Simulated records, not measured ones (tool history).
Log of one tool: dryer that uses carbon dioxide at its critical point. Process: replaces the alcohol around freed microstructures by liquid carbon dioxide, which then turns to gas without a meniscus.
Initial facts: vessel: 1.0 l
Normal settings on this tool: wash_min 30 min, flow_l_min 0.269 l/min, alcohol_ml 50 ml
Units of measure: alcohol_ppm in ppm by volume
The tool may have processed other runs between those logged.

| run | day | wash_min | flow_l_min | alcohol_ml | alcohol_ppm |
|---|---|---|---|---|---|
| 1 | 0.000 | 30 | 0.269 | 50 | 68 |
| 2 | 0.675 | 24 | 0.269 | 50 | 226 |
| 3 | 1.175 | 30 | 0.269 | 49 | 60 |
| 4 | 1.988 | 30 | 0.269 | 49 | 58 |
| 5 | 2.767 | 27 | 0.269 | 50 | 123 |
| 6 | 3.246 | 27 | 0.269 | 50 | 125 |
| 7 | 4.025 | 27 | 0.269 | 50 | 135 |
| 8 | 4.792 | 18 | 0.269 | 50 | 880 |
| 9 | 5.425 | 18 | 0.212 | 50 | 2178 |
| 10 | 6.208 | 30 | 0.269 | 46 | 68 |
| 11 | 6.867 | 30 | 0.269 | 25 | 51 |
| 12 | 7.583 | 30 | 0.269 | 50 | 72 |
| 13 | 8.458 | 30 | 0.269 | 50 | 79 |
| 14 | 8.871 | 30 | 0.269 | 50 | 77 |
| 15 | 9.325 | 30 | 0.269 | 117 | 166 |
| 16 | 10.233 | 30 | 0.269 | 59 | 90 |
| 17 | 11.229 | 30 | 0.269 | 59 | 91 |
| 18 | 12.108 | 30 | 0.173 | 50 | 825 |
| 19 | 12.767 | 30 | 0.173 | 50 | 827 |
| 20 | 13.646 | 30 | 0.261 | 50 | 104 |
| 21 | 14.325 | 30 | 0.261 | 50 | 97 |
| 22 | 15.162 | 30 | 0.261 | 107 | 207 |
| 23 | 15.667 | 30 | 0.261 | 107 | 202 |
| 24 | 16.158 | 31 | 0.272 | 107 | 137 |
| 25 | 17.050 | 31 | 0.382 | 114 | 37 |
| 26 | 18.054 | 37 | 0.339 | 23 | 28 |
| 27 | 18.462 | 37 | 0.168 | 32 | 272 |
| 28 | 19.317 | 34 | 0.316 | 75 | 41 |
| 29 | 20.042 | 29 | 0.170 | 24 | 552 |
| 30 | 20.788 | 29 | 0.170 | 24 | 561 |
| 31 | 21.746 | 36 | 0.269 | 30 | 45 |
| 32 | 22.721 | 30 | 0.255 | 33 | 100 |
| 33 | 23.204 | 30 | 0.255 | 64 | 174 |
| 34 | 23.804 | 24 | 0.298 | 83 | 273 |
| 35 | 24.533 | 36 | 0.399 | 82 | 35 |
| 36 | 25.388 | 46 | 0.238 | 50 | 30 |
| 37 | 25.850 | 22 | 0.323 | 76 | 266 |
| 38 | 26.829 | 24 | 0.294 | 50 | 210 |
| 39 | 27.542 | 20 | 0.360 | 26 | 110 |
| 40 | 28.467 | 30 | 0.186 | 35 | 490 |
| 41 | 29.450 | 30 | 0.176 | 85 | 1092 |
| 42 | 30.217 | 30 | 0.392 | 29 | 37 |
| 43 | 30.842 | 28 | 0.269 | 50 | 108 |
| 44 | 31.575 | 28 | 0.269 | 50 | 115 |
| 45 | 32.379 | 26 | 0.397 | 76 | 45 |
| 46 | 33.358 | 30 | 0.269 | 45 | 92 |

Not shown: 1 entry that the log had between the listed runs. Between which runs, and how does the tool's hidden state differ before and after?
From run 40 to run 41: inlet filter changed (day 29.000)
  flow that reaches the vessel past the clogged filter, %: 92.8 -> 99.7; alcohol in the recycled carbon dioxide, ppm: 35.3 -> 36.3
  what was measured, less what the result would be without the hidden state, alcohol_ppm: +162 -> +44 ppm by volume

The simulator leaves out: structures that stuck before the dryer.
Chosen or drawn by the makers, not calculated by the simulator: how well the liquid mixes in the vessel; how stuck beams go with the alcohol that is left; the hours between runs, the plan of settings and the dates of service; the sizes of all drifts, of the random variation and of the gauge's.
